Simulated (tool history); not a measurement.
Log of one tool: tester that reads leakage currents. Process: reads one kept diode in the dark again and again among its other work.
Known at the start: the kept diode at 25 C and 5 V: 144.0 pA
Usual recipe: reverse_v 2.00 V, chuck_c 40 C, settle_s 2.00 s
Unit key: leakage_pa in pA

{"run": 1, "hour": 0.0, "reverse_v": 2.0, "chuck_c": 40, "settle_s": 2.0, "leakage_pa": 324.84}
{"run": 2, "hour": 59.7, "reverse_v": 2.0, "chuck_c": 40, "settle_s": 2.0, "leakage_pa": 324.75}
{"run": 3, "hour": 89.0, "reverse_v": 1.35, "chuck_c": 40, "settle_s": 2.0, "leakage_pa": 261.22}
{"run": 4, "hour": 127.9, "reverse_v": 9.63, "chuck_c": 40, "settle_s": 2.0, "leakage_pa": 773.62}
{"run": 5, "hour": 174.3, "reverse_v": 9.63, "chuck_c": 40, "settle_s": 2.0, "leakage_pa": 773.75}
{"run": 6, "hour": 219.1, "reverse_v": 9.63, "chuck_c": 40, "settle_s": 2.0, "leakage_pa": 769.78}
{"run": 7, "hour": 273.8, "reverse_v": 9.63, "chuck_c": 40, "settle_s": 2.0, "leakage_pa": 763.6}
{"run": 8, "hour": 320.9, "reverse_v": 2.0, "chuck_c": 40, "settle_s": 1.52, "leakage_pa": 320.52}
{"run": 9, "hour": 363.3, "reverse_v": 2.0, "chuck_c": 40, "settle_s": 1.52, "leakage_pa": 318.76}
{"run": 10, "hour": 416.2, "reverse_v": 2.0, "chuck_c": 40, "settle_s": 1.52, "leakage_pa": 317.21}
{"run": 11, "hour": 442.6, "reverse_v": 2.0, "chuck_c": 40, "settle_s": 1.52, "leakage_pa": 318.09}
{"run": 12, "hour": 483.4, "reverse_v": 2.0, "chuck_c": 40, "settle_s": 9.13, "leakage_pa": 316.49}
{"run": 13, "hour": 513.4, "reverse_v": 2.0, "chuck_c": 30, "settle_s": 9.13, "leakage_pa": 126.02}
{"run": 14, "hour": 542.5, "reverse_v": 2.0, "chuck_c": 30, "settle_s": 9.13, "leakage_pa": 125.91}
{"run": 15, "hour": 587.7, "reverse_v": 2.0, "chuck_c": 30, "settle_s": 9.13, "leakage_pa": 126.02}
{"run": 16, "hour": 630.8, "reverse_v": 2.0, "chuck_c": 30, "settle_s": 9.13, "leakage_pa": 126.28}
{"run": 17, "hour": 680.0, "reverse_v": 2.0, "chuck_c": 30, "settle_s": 9.13, "leakage_pa": 125.2}
{"run": 18, "hour": 706.8, "reverse_v": 2.0, "chuck_c": 40, "settle_s": 1.11, "leakage_pa": 311.23}
{"run": 19, "hour": 764.3, "reverse_v": 2.0, "chuck_c": 40, "settle_s": 2.0, "leakage_pa": 310.92}
{"run": 20, "hour": 818.4, "reverse_v": 2.0, "chuck_c": 40, "settle_s": 2.0, "leakage_pa": 309.07}
{"run": 21, "hour": 865.4, "reverse_v": 2.0, "chuck_c": 40, "settle_s": 2.0, "leakage_pa": 309.83}
{"run": 22, "hour": 890.1, "reverse_v": 8.91, "chuck_c": 28, "settle_s": 0.51, "leakage_pa": 238.42}
{"run": 23, "hour": 919.6, "reverse_v": 8.91, "chuck_c": 28, "settle_s": 0.51, "leakage_pa": 238.57}
{"run": 24, "hour": 947.4, "reverse_v": 8.91, "chuck_c": 28, "settle_s": 0.51, "leakage_pa": 237.23}
{"run": 25, "hour": 977.8, "reverse_v": 8.91, "chuck_c": 28, "settle_s": 0.51, "leakage_pa": 237.75}
{"run": 26, "hour": 1019.5, "reverse_v": 1.14, "chuck_c": 36, "settle_s": 0.73, "leakage_pa": 157.39}
{"run": 27, "hour": 1054.8, "reverse_v": 1.14, "chuck_c": 36, "settle_s": 0.73, "leakage_pa": 157.02}
{"run": 28, "hour": 1093.5, "reverse_v": 1.47, "chuck_c": 40, "settle_s": 10.0, "leakage_pa": 256.28}
{"run": 29, "hour": 1144.4, "reverse_v": 9.54, "chuck_c": 31, "settle_s": 0.5, "leakage_pa": 324.23}
{"run": 30, "hour": 1188.0, "reverse_v": 1.08, "chuck_c": 40, "settle_s": 2.0, "leakage_pa": 215.03}
{"run": 31, "hour": 1244.2, "reverse_v": 17.47, "chuck_c": 55, "settle_s": 1.34, "leakage_pa": 3599.37}
{"run": 32, "hour": 1280.5, "reverse_v": 13.23, "chuck_c": 24, "settle_s": 0.46, "leakage_pa": 199.81}
{"run": 33, "hour": 1308.6, "reverse_v": 1.17, "chuck_c": 24, "settle_s": 0.58, "leakage_pa": 50.72}
{"run": 34, "hour": 1363.4, "reverse_v": 3.57, "chuck_c": 29, "settle_s": 0.58, "leakage_pa": 151.36}

What will run 35 give?
{"run": 35, "hour": 1396.7, "reverse_v": 2.0, "chuck_c": 22, "settle_s": 2.0, "leakage_pa": "?"}

leakage_pa: 55.44 pA
Minus the tool's unlogged condition, the same run would have read leakage_pa 64.79 pA.

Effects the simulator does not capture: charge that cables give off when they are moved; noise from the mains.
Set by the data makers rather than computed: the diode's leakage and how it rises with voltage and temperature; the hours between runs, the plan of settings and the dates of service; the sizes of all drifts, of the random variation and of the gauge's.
